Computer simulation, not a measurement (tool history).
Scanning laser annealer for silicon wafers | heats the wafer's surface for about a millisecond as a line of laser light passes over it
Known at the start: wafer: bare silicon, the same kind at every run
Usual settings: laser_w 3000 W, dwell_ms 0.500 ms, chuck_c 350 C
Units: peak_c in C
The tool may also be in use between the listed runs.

| run | hour | laser_w | dwell_ms | chuck_c | peak_c |
|---|---|---|---|---|---|
| 1 | 0.0 | 3000 | 0.500 | 350 | 1052 |
| 2 | 5.7 | 3000 | 0.500 | 350 | 1056 |
| 3 | 11.1 | 3000 | 0.500 | 350 | 1054 |
| 4 | 20.2 | 3267 | 0.500 | 350 | 1128 |
| 5 | 25.1 | 3267 | 0.500 | 350 | 1125 |
| 6 | 34.2 | 3267 | 0.500 | 350 | 1129 |
| 7 | 44.4 | 3000 | 0.500 | 350 | 1053 |
| 8 | 50.9 | 3000 | 0.500 | 350 | 1051 |
| 9 | 56.4 | 3000 | 0.500 | 350 | 1056 |
| 10 | 62.8 | 3000 | 0.500 | 350 | 1053 |
| 11 | 73.1 | 3000 | 0.500 | 350 | 1049 |
| 12 | 78.3 | 3000 | 0.500 | 350 | 1050 |
| 13 | 86.4 | 3000 | 0.562 | 350 | 1098 |
| 14 | 93.6 | 3000 | 0.562 | 350 | 1096 |
| 15 | 98.9 | 3000 | 0.531 | 350 | 1072 |
| 16 | 106.8 | 3000 | 0.531 | 350 | 1074 |
| 17 | 111.4 | 3000 | 0.531 | 350 | 1078 |
| 18 | 118.8 | 3000 | 0.464 | 350 | 1025 |
| 19 | 123.7 | 3000 | 0.464 | 350 | 1023 |
| 20 | 132.4 | 3000 | 0.435 | 350 | 1000 |
| 21 | 138.0 | 3000 | 0.500 | 328 | 1030 |
| 22 | 147.6 | 2991 | 0.396 | 343 | 958 |
| 23 | 154.0 | 2655 | 0.471 | 327 | 918 |
| 24 | 161.0 | 2655 | 0.471 | 327 | 913 |
| 25 | 166.4 | 2655 | 0.375 | 327 | 849 |
| 26 | 176.3 | 2655 | 0.375 | 327 | 847 |
| 27 | 180.7 | 2600 | 0.500 | 360 | 955 |
| 28 | 190.2 | 2561 | 0.405 | 350 | 871 |
| 29 | 199.0 | 2561 | 0.487 | 385 | 959 |
| 30 | 203.4 | 2561 | 0.487 | 385 | 957 |
| 31 | 211.8 | 3162 | 0.476 | 350 | 1078 |
| 32 | 219.7 | 2833 | 0.533 | 355 | 1033 |
| 33 | 226.0 | 3269 | 0.362 | 318 | 967 |
| 34 | 231.4 | 3000 | 0.586 | 331 | 1094 |
| 35 | 237.0 | 3000 | 0.586 | 331 | 1095 |
| 36 | 241.3 | 3000 | 0.586 | 331 | 1093 |
| 37 | 251.3 | 3053 | 0.381 | 383 | 1004 |
| 38 | 259.2 | 3001 | 0.355 | 350 | 931 |
| 39 | 267.0 | 3139 | 0.355 | 350 | 965 |
| 40 | 277.4 | 3139 | 0.355 | 350 | 965 |
| 41 | 286.1 | 3139 | 0.355 | 350 | 967 |

Forecast each of these 4 alternatives for the next run:
| A | 292.4 | 3110 | 0.609 | 370 | ? |
| B | 292.4 | 2931 | 0.436 | 314 | ? |
| C | 292.4 | 2726 | 0.500 | 350 | ? |
| D | 292.4 | 3038 | 0.500 | 311 | ? |

| run | peak_c |
|---|---|
| A | 1187 |
| B | 947 |
| C | 978 |
| D | 1022 |
Without the tool's hidden state the same runs would have given:
| run | peak_c |
|---|---|
| A | 1189 |
| B | 948 |
| C | 980 |
| D | 1024 |
